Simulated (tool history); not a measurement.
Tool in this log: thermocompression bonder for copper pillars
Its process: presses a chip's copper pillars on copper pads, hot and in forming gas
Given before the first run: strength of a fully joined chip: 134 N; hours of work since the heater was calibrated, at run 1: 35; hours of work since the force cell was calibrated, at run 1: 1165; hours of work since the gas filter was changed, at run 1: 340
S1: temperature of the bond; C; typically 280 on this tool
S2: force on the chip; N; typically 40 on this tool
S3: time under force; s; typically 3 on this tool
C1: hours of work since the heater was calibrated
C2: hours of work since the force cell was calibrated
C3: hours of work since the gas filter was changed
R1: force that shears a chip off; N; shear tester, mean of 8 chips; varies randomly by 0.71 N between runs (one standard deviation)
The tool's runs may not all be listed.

run   hour   S1  S2  S3   C1    C2   C3    R1
  1    0.0  280  40   3   35  1165  340  43.9
      23.2  -- forming gas filter changed
  2   37.1  280  40   3   58  1188    9  47.9
  3   65.3  280  40   3   75  1206   26  47.1
  4   87.6  283  40   3   89  1220   40  47.9
  5  130.9  283  40   3  116  1247   67  48.4
  6  174.4  283  40   3  144  1274   95  47.0
  7  216.4  280  40   2  170  1301  121  37.7
  8  239.8  298  40   2  185  1315  136  44.1
  9  276.8  298  40   2  208  1338  159  44.7
 10  308.5  298  40   2  228  1358  179  43.2
 11  348.5  280  40   3  253  1383  204  43.1
 12  383.0  280  40   6  274  1405  225  56.6
 13  428.7  280  40   6  303  1433  254  55.8
 14  471.6  280  42   3  330  1460  281  42.7
 15  517.8  280  35   3  359  1489  310  38.4
 16  539.5  280  35   3  372  1503  323  36.7
 17  569.0  280  40   3  391  1521  342  40.8

Run 18 comes next. What will it give?
     586.8  -- forming gas filter changed
 18  596.0  280  40   3  407  1538   6   ?

R1: 45.4 N
On a tool with no hidden condition, and with the same random variation, this run would have come out at R1 49.5 N.
